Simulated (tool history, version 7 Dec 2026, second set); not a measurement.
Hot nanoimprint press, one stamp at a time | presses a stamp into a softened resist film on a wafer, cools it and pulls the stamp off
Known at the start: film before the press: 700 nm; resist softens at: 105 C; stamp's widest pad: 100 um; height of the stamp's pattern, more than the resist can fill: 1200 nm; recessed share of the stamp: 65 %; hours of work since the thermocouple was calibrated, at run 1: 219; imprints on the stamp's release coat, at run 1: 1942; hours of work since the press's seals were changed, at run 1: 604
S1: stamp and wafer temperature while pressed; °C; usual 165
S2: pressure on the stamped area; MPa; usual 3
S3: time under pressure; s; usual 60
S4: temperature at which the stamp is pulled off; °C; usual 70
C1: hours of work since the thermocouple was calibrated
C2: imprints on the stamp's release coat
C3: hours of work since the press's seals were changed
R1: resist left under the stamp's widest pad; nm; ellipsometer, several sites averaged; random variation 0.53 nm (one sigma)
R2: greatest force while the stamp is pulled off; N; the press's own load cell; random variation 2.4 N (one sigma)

run	hour	S1	S2	S3	S4	C1	C2	C3	R1	R2
1	0	165	3	60	70	219	1942	604	357.2	116
2	30.7	165	3	60	70	237	2051	622	357.6	111
3	52.5	165	3	60	70	250	2129	635	357.1	115
# hour 80.4: stamp cleaned and given a new release coat
4	88.7	165	3	60	70	268	29	653	356.2	113
5	122.5	165	2.3	60	70	288	149	673	396.1	105
6	142.7	162	3	60	70	300	221	685	407	112
7	179.4	160	3	60	70	321	351	706	442.2	112
8	201.7	166	3	60	70	334	431	720	339.4	113
9	222.1	165	3	60	70	346	503	732	354.4	112
10	255.6	165	3	60	70	366	622	751	354.1	111
11	282.9	165	3	60	70	382	719	767	353.8	113
12	317.6	165	3.33	60	70	402	842	788	338.9	111
13	350.2	165	3.33	60	70	422	958	807	338.2	111
14	384.9	165	3.33	60	70	442	1081	827	337.9	110
15	406.2	165	3	97	70	455	1157	840	294.6	111
16	428.7	165	3	97	70	468	1236	853	296.2	111
17	462	165	3	97	70	487	1355	873	294.6	114
18	495.7	165	2.36	97	70	507	1475	892	328.6	112
# hour 513.2: plate thermocouple calibrated
19	515.7	154	2.43	60	71	1	1535	902	564	108
20	537	166	2.92	60	71	14	1611	915	339.1	113

Forecast run 21:
21	564.7	159	4.75	60	72	30	1709	931	?	?

R1: 384.4 nm
R2: 111 N
Without the tool's hidden state the same run would have given R1 392 nm, R2 110 N.
